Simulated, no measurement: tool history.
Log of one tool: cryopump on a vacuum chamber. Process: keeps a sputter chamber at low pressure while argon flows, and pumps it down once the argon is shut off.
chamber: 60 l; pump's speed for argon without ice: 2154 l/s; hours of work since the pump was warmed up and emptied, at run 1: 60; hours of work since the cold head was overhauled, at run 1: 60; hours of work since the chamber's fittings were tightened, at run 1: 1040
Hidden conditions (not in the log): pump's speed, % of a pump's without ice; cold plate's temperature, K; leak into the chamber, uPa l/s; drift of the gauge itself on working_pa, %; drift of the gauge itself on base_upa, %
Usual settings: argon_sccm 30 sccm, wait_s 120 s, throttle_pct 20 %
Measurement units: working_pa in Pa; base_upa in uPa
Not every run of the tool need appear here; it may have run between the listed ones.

| run | day | argon_sccm | wait_s | throttle_pct | hours of work since the pump was warmed up and emptied | hours of work since the cold head was overhauled | hours of work since the chamber's fittings were tightened | working_pa | base_upa |
|---|---|---|---|---|---|---|---|---|---|
| 1 | 0 | 30 | 120 | 20 | 60 | 60 | 1040 | 0.1176 | 2.29 |
| 2 | 0.492 | 30 | 120 | 20 | 69 | 69 | 1049 | 0.1176 | 2.38 |
| 3 | 1.075 | 30 | 120 | 20 | 79 | 79 | 1060 | 0.1187 | 2.3 |
| 4 | 1.679 | 30 | 120 | 20 | 90 | 90 | 1071 | 0.119 | 2.31 |
| 5 | 2.162 | 30 | 30 | 20 | 99 | 99 | 1079 | 0.1192 | 3.39 |
| 6 | 2.688 | 30 | 30 | 20 | 108 | 108 | 1089 | 0.1187 | 3.47 |
| 7 | 3.271 | 51 | 120 | 20 | 119 | 119 | 1099 | 0.2022 | 2.5 |
|  | 3.854 | leaking fittings of the chamber tightened, without venting |
| 8 | 3.958 | 51 | 120 | 20 | 130 | 130 | 2 | 0.2029 | 0.51 |
| 9 | 4.454 | 51 | 120 | 20 | 138 | 138 | 11 | 0.2039 | 0.55 |
| 10 | 4.938 | 16 | 120 | 20 | 147 | 147 | 19 | 0.0647 | 0.53 |
| 11 | 5.342 | 55 | 120 | 20 | 154 | 154 | 27 | 0.2187 | 0.56 |
| 12 | 5.879 | 55 | 120 | 20 | 164 | 164 | 36 | 0.2195 | 0.6 |
| 13 | 6.483 | 30 | 120 | 20 | 175 | 175 | 47 | 0.119 | 0.59 |
| 14 | 6.771 | 30 | 89 | 20 | 180 | 180 | 52 | 0.1205 | 0.68 |
| 15 | 7.183 | 30 | 120 | 19 | 188 | 188 | 60 | 0.1271 | 0.64 |
| 16 | 7.754 | 30 | 120 | 19 | 198 | 198 | 70 | 0.1266 | 0.62 |
| 17 | 8.262 | 30 | 120 | 20 | 207 | 207 | 79 | 0.1205 | 0.66 |
| 18 | 8.775 | 56 | 192 | 34 | 216 | 216 | 88 | 0.1349 | 0.57 |
| 19 | 9.371 | 15 | 192 | 38 | 227 | 227 | 99 | 0.0324 | 0.58 |
| 20 | 9.825 | 30 | 27 | 19 | 235 | 235 | 107 | 0.1264 | 1.86 |
| 21 | 10.221 | 30 | 27 | 19 | 242 | 242 | 114 | 0.1265 | 1.9 |
| 22 | 10.667 | 18 | 35 | 47 | 250 | 250 | 122 | 0.0317 | 1.49 |
| 23 | 10.938 | 16 | 224 | 38 | 255 | 255 | 127 | 0.035 | 0.59 |
| 24 | 11.325 | 16 | 224 | 38 | 262 | 262 | 134 | 0.0353 | 0.59 |
| 25 | 11.808 | 26 | 63 | 20 | 271 | 271 | 143 | 0.1061 | 1.14 |
| 26 | 12.233 | 57 | 77 | 20 | 278 | 278 | 151 | 0.2294 | 0.98 |
| 27 | 12.792 | 49 | 270 | 19 | 288 | 288 | 161 | 0.2097 | 0.64 |
| 28 | 13.138 | 29 | 120 | 26 | 295 | 295 | 167 | 0.0913 | 0.85 |
| 29 | 13.546 | 51 | 120 | 36 | 302 | 302 | 174 | 0.1176 | 0.9 |
| 30 | 14.092 | 51 | 120 | 36 | 312 | 312 | 184 | 0.1182 | 0.9 |
| 31 | 14.354 | 51 | 120 | 36 | 316 | 316 | 189 | 0.1191 | 0.89 |
| 32 | 14.829 | 51 | 120 | 36 | 325 | 325 | 197 | 0.1192 | 0.92 |
| 33 | 15.358 | 16 | 120 | 20 | 334 | 334 | 207 | 0.0647 | 0.94 |
| 34 | 15.658 | 25 | 120 | 28 | 340 | 340 | 212 | 0.0746 | 0.9 |

4 options for the next run, each taken on its own from the tool as it stands now. Forecast them:
| A | 16.217 | 14 | 68 | 28 | 350 | 350 | 222 | ? | ? |
| B | 16.217 | 21 | 129 | 20 | 350 | 350 | 222 | ? | ? |
| C | 16.217 | 30 | 120 | 34 | 350 | 350 | 222 | ? | ? |
| D | 16.217 | 35 | 140 | 41 | 350 | 350 | 222 | ? | ? |

| run | working_pa | base_upa |
|---|---|---|
| A | 0.0414 | 1.2 |
| B | 0.0853 | 0.93 |
| C | 0.0732 | 0.95 |
| D | 0.0723 | 0.9 |
The same runs, with their run-to-run variation unchanged, on a tool lacking any hidden condition would have given:
| run | working_pa | base_upa |
|---|---|---|
| A | 0.0391 | 0.7 |
| B | 0.0819 | 0.44 |
| C | 0.0684 | 0.46 |
| D | 0.0667 | 0.41 |

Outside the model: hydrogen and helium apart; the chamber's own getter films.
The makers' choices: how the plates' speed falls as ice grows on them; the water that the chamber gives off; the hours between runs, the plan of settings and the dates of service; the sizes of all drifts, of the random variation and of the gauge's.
